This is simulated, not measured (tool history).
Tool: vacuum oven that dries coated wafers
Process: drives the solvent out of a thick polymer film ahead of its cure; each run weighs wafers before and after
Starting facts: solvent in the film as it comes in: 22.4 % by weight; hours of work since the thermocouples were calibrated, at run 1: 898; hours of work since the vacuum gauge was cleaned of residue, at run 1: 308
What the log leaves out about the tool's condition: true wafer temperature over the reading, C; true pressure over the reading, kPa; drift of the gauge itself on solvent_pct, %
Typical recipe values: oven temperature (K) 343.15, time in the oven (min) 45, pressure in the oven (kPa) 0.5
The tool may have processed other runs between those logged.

run	day	oven temperature (K)	time in the oven (min)	pressure in the oven (kPa)	hours of work since the thermocouples were calibrated	hours of work since the vacuum gauge was cleaned of residue	solvent left in the film (%)
1	0	343.15	45	0.5	898	308	4.91
2	2.029	343.15	45	0.41	920	331	4.9
3	4.958	343.15	45	0.5	952	363	4.93
4	7.392	343.15	45	0.5	978	389	4.94
# day 9.325: oven's thermocouples calibrated
5	9.329	343.15	45	0.5	0	410	5.47
6	13.05	343.15	45	0.5	41	450	5.48
7	15.767	343.15	45	0.5	70	480	5.44
8	17.825	343.15	45	0.5	93	503	5.42
9	21.233	343.15	45	0.35	130	540	5.42
10	24.383	343.15	45	0.35	165	574	5.34
11	26.654	355.15	45	0.5	190	599	2.34
12	29.45	343.15	45	0.5	220	630	5.39
13	31.892	343.15	45	0.5	247	656	5.35
14	33.804	343.15	36	0.5	268	677	6.76
15	37.112	343.15	36	0.5	304	713	6.77
16	40.15	331.15	45	0.5	337	747	9.02
17	42.567	337.15	45	0.5	364	773	7.08
18	45.679	337.15	45	0.5	398	807	7.07
19	48.65	343.15	45	0.5	430	840	5.25
20	51.2	335.15	45	0.5	458	868	7.63
21	53.9	343.15	45	0.5	488	897	5.2
22	57.492	343.15	24	0.5	527	936	9.19
23	60.688	343.15	24	0.5	562	971	9.27
24	62.488	353.15	25	0.488	582	991	6.08
25	64.992	351.15	66	0.488	609	1018	1.38
26	68.554	351.15	23	0.465	648	1057	7.17
27	71.508	334.15	22	0.398	680	1090	12.07
28	75.033	334.15	22	0.398	719	1128	11.98
29	78.962	334.15	22	0.398	762	1171	12.06
30	81.183	334.15	22	0.398	786	1196	12.02
31	84.7	334.15	22	0.398	825	1234	12.01
32	87.662	346.15	45	0.673	857	1266	4.13
33	90.925	346.15	45	0.673	893	1302	4.12
34	93.279	337.15	60	0.673	918	1328	4.96
35	96.6	342.15	75	1.256	955	1364	2.55
36	98.567	342.15	75	1.256	976	1386	2.53
# day 100.708: oven's thermocouples calibrated
37	101.142	337.15	78	0.387	5	1413	3.63
38	103.9	357.15	45	1.22	35	1443	2.02
39	107.538	357.15	45	1.22	75	1483	2

Entry by entry between the runs, the difference in hidden state between the last listed run before and the first listed run after:
Run 4 -> run 5: oven's thermocouples calibrated (day 9.325)
  true wafer temperature over the reading, C: 1.73 -> -0.19; true pressure over the reading, kPa: 0.134 -> 0.142
  difference, measured minus the result without the unlogged condition, solvent left in the film (%): -0.47 -> +0.09
Run 36 -> run 37: oven's thermocouples calibrated (day 100.708)
  true wafer temperature over the reading, C: 2.09 -> 0.71; true pressure over the reading, kPa: 0.516 -> 0.525
  difference, measured minus the result without the unlogged condition, solvent left in the film (%): -0.34 -> -0.04

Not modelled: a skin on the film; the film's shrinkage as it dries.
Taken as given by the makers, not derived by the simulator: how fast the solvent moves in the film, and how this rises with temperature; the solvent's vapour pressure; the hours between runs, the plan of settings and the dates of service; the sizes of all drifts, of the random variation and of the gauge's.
